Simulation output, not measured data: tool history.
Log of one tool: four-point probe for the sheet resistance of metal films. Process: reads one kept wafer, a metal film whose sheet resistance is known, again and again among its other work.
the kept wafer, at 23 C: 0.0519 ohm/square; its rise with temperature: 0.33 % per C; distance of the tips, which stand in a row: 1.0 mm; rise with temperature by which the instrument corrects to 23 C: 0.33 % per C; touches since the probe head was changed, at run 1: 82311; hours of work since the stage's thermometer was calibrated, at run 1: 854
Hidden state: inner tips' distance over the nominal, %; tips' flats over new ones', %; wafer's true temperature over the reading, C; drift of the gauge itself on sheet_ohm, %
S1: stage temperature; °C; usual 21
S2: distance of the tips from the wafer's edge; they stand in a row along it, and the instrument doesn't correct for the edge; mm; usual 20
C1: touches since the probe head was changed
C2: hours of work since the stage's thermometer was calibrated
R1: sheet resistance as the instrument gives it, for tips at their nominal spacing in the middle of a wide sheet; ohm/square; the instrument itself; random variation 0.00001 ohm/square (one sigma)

run     day  S1  S2      C1    C2        R1
  1   0.000  21  20   82311   854  0.051948
  2   5.517  21  20   86863   911  0.051955
  3   8.762  33  20   89541   945  0.052005
  4  14.354  33  20   94155  1003  0.051973
  5  18.646  21  69   97695  1047  0.051908
  6  23.388  21  20  101608  1096  0.051954
  7  27.612  21  12  105092  1140  0.052101
  8  30.654  21  12  107604  1171  0.052085
  9  36.304  21  12  112263  1229  0.052085
 10  40.158  21  36  115445  1269  0.051937
 11  44.542  21  36  119063  1315  0.051910
 12  49.712  26   6  123328  1368  0.052643

Run 13 comes next. What will it give?
     52.546  -- stage's thermometer calibrated
 13  55.354  28  11  127965  29   ?

Run 13 gave R1 0.052132 ohm/square.
Without the tool's hidden state the same run would have given R1 0.052136 ohm/square.

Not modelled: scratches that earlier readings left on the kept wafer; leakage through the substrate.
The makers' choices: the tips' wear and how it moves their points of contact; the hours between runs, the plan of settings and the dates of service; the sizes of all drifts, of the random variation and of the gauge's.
